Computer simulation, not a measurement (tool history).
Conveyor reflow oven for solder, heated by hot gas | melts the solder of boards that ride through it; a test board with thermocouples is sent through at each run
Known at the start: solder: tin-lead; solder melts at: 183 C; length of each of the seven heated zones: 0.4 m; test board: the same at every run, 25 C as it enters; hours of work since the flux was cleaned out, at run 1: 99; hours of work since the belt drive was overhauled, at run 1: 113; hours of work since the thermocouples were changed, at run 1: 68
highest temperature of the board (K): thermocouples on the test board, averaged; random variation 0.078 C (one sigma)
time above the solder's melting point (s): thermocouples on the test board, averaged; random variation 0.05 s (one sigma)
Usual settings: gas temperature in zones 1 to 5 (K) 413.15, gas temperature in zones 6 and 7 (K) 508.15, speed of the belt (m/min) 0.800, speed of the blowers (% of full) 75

| run | hour | gas temperature in zones 1 to 5 (K) | gas temperature in zones 6 and 7 (K) | speed of the belt (m/min) | speed of the blowers (% of full) | hours of work since the flux was cleaned out | hours of work since the belt drive was overhauled | hours of work since the thermocouples were changed | highest temperature of the board (K) | time above the solder's melting point (s) |
|---|---|---|---|---|---|---|---|---|---|---|
| 1 | 0.0 | 413.15 | 508.15 | 0.800 | 75 | 99 | 113 | 68 | 489.70 | 44.58 |
| 2 | 9.8 | 413.15 | 508.15 | 0.667 | 75 | 103 | 117 | 72 | 495.11 | 58.36 |
| 3 | 14.7 | 413.15 | 508.15 | 0.667 | 75 | 105 | 119 | 74 | 495.26 | 58.27 |
| 4 | 24.5 | 413.15 | 520.15 | 0.667 | 75 | 109 | 124 | 78 | 505.94 | 63.66 |
| 5 | 31.0 | 413.15 | 520.15 | 0.667 | 75 | 112 | 126 | 81 | 506.01 | 63.78 |
| 6 | 39.2 | 413.15 | 520.15 | 0.667 | 75 | 116 | 130 | 85 | 505.94 | 63.66 |
| 7 | 49.0 | 413.15 | 508.15 | 0.800 | 75 | 120 | 134 | 89 | 489.88 | 44.65 |
| 8 | 59.7 | 407.15 | 515.15 | 0.800 | 63 | 125 | 139 | 94 | 490.83 | 43.24 |
| 9 | 66.8 | 407.15 | 520.15 | 0.820 | 78 | 128 | 142 | 97 | 498.41 | 46.79 |
| 10 | 72.8 | 405.15 | 520.15 | 0.947 | 78 | 131 | 145 | 100 | 492.13 | 36.50 |
| 11 | 82.4 | 413.15 | 517.15 | 0.800 | 62 | 135 | 149 | 104 | 493.61 | 46.49 |
| 12 | 89.9 | 413.15 | 517.15 | 0.800 | 62 | 138 | 153 | 107 | 493.62 | 46.50 |
| 13 | 100.4 | 413.15 | 508.15 | 0.688 | 75 | 143 | 157 | 112 | 494.40 | 55.81 |

Forecast run 14:
| 14 | 106.5 | 413.15 | 508.15 | 0.688 | 75 | 146 | 160 | 115 | ? | ? |

{"run 14": {"highest temperature of the board (K)": 494.38, "time above the solder's melting point (s)": 55.78}}
Without the tool's hidden state the same run would have given highest temperature of the board (K) 494.39, time above the solder's melting point (s) 55.78.
